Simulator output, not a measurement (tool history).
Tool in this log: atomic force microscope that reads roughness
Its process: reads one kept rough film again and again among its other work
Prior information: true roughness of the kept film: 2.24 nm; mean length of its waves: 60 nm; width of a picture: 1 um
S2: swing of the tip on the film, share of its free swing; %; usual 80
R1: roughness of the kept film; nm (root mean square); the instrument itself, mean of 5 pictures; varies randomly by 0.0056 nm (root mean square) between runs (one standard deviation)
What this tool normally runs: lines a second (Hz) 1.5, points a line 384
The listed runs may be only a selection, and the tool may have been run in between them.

{"run": 1, "hour": 0.0, "lines a second (Hz)": 1.5, "S2": 80, "points a line": 384, "R1": 1.911}
{"run": 2, "hour": 19.6, "lines a second (Hz)": 1.5, "S2": 82, "points a line": 384, "R1": 1.877}
{"run": 3, "hour": 49.7, "lines a second (Hz)": 1.5, "S2": 82, "points a line": 384, "R1": 1.886}
{"run": 4, "hour": 75.5, "lines a second (Hz)": 1.5, "S2": 82, "points a line": 384, "R1": 1.861}
{"run": 5, "hour": 91.3, "lines a second (Hz)": 1.5, "S2": 82, "points a line": 384, "R1": 1.866}
{"run": 6, "hour": 118.0, "lines a second (Hz)": 0.52, "S2": 80, "points a line": 384, "R1": 2.064}
{"run": 7, "hour": 143.9, "lines a second (Hz)": 0.52, "S2": 80, "points a line": 384, "R1": 2.041}
{"run": 8, "hour": 168.7, "lines a second (Hz)": 0.52, "S2": 80, "points a line": 384, "R1": 2.035}
{"hour": 179.8, "done": "new tip fitted"}
{"run": 9, "hour": 188.9, "lines a second (Hz)": 1.5, "S2": 72, "points a line": 384, "R1": 2}
{"run": 10, "hour": 202.8, "lines a second (Hz)": 0.66, "S2": 80, "points a line": 384, "R1": 2.063}
{"run": 11, "hour": 216.6, "lines a second (Hz)": 0.66, "S2": 80, "points a line": 384, "R1": 2.058}
{"run": 12, "hour": 244.5, "lines a second (Hz)": 0.66, "S2": 80, "points a line": 707, "R1": 2.033}
{"run": 13, "hour": 260.8, "lines a second (Hz)": 0.66, "S2": 80, "points a line": 707, "R1": 2.034}
{"run": 14, "hour": 285.3, "lines a second (Hz)": 1.13, "S2": 80, "points a line": 384, "R1": 1.94}
{"run": 15, "hour": 298.8, "lines a second (Hz)": 1.13, "S2": 80, "points a line": 384, "R1": 1.938}
{"run": 16, "hour": 314.0, "lines a second (Hz)": 1.13, "S2": 80, "points a line": 384, "R1": 1.938}
{"run": 17, "hour": 334.4, "lines a second (Hz)": 1.13, "S2": 80, "points a line": 384, "R1": 1.922}
{"run": 18, "hour": 352.1, "lines a second (Hz)": 1.13, "S2": 80, "points a line": 384, "R1": 1.93}
{"hour": 358.8, "done": "new tip fitted"}
{"run": 19, "hour": 382.2, "lines a second (Hz)": 1.13, "S2": 80, "points a line": 384, "R1": 1.959}
{"run": 20, "hour": 410.7, "lines a second (Hz)": 1.13, "S2": 80, "points a line": 384, "R1": 1.955}
{"run": 21, "hour": 439.6, "lines a second (Hz)": 1.4, "S2": 71, "points a line": 683, "R1": 1.996}
{"run": 22, "hour": 456.5, "lines a second (Hz)": 0.86, "S2": 80, "points a line": 384, "R1": 1.993}
{"run": 23, "hour": 481.2, "lines a second (Hz)": 0.86, "S2": 80, "points a line": 306, "R1": 1.984}
{"run": 24, "hour": 505.5, "lines a second (Hz)": 0.86, "S2": 62, "points a line": 520, "R1": 2.087}
{"run": 25, "hour": 527.7, "lines a second (Hz)": 1.16, "S2": 62, "points a line": 607, "R1": 2.055}
{"hour": 539.7, "done": "new tip fitted"}
{"run": 26, "hour": 558.1, "lines a second (Hz)": 1.16, "S2": 62, "points a line": 607, "R1": 2.1}
{"run": 27, "hour": 575.1, "lines a second (Hz)": 1.16, "S2": 58, "points a line": 531, "R1": 2.109}
{"run": 28, "hour": 595.6, "lines a second (Hz)": 0.86, "S2": 81, "points a line": 384, "R1": 1.986}
{"run": 29, "hour": 617.4, "lines a second (Hz)": 0.89, "S2": 85, "points a line": 660, "R1": 1.946}
{"run": 30, "hour": 636.8, "lines a second (Hz)": 0.54, "S2": 77, "points a line": 746, "R1": 2.066}
{"run": 31, "hour": 657.2, "lines a second (Hz)": 1.01, "S2": 77, "points a line": 902, "R1": 1.982}
{"run": 32, "hour": 676.6, "lines a second (Hz)": 1.01, "S2": 77, "points a line": 1018, "R1": 1.966}
{"run": 33, "hour": 704.4, "lines a second (Hz)": 1.42, "S2": 68, "points a line": 476, "R1": 1.979}
{"hour": 720.3, "done": "new tip fitted"}
{"run": 34, "hour": 726.9, "lines a second (Hz)": 1.87, "S2": 57, "points a line": 321, "R1": 2.086}
{"run": 35, "hour": 751.1, "lines a second (Hz)": 3.09, "S2": 62, "points a line": 384, "R1": 1.96}
{"run": 36, "hour": 775.8, "lines a second (Hz)": 3.09, "S2": 62, "points a line": 384, "R1": 1.951}
{"run": 37, "hour": 789.2, "lines a second (Hz)": 3.09, "S2": 62, "points a line": 384, "R1": 1.955}
{"run": 38, "hour": 814.6, "lines a second (Hz)": 3.09, "S2": 62, "points a line": 384, "R1": 1.939}
{"run": 39, "hour": 836.5, "lines a second (Hz)": 1.21, "S2": 62, "points a line": 384, "R1": 2.063}

What if the next run were any one of these 4? Each begins from the tool's condition after run 39:
{"run": "A", "hour": 863.4, "lines a second (Hz)": 1.21, "S2": 70, "points a line": 527, "R1": "?"}
{"run": "B", "hour": 863.4, "lines a second (Hz)": 2.11, "S2": 75, "points a line": 852, "R1": "?"}
{"run": "C", "hour": 863.4, "lines a second (Hz)": 1.5, "S2": 66, "points a line": 384, "R1": "?"}
{"run": "D", "hour": 863.4, "lines a second (Hz)": 0.91, "S2": 76, "points a line": 503, "R1": "?"}

run=A R1=2.002
run=B R1=1.854
run=C R1=1.999
run=D R1=1.997
Had the tool no hidden state, the same runs would have come out as:
run=A R1=2.066
run=B R1=1.913
run=C R1=2.063
run=D R1=2.061

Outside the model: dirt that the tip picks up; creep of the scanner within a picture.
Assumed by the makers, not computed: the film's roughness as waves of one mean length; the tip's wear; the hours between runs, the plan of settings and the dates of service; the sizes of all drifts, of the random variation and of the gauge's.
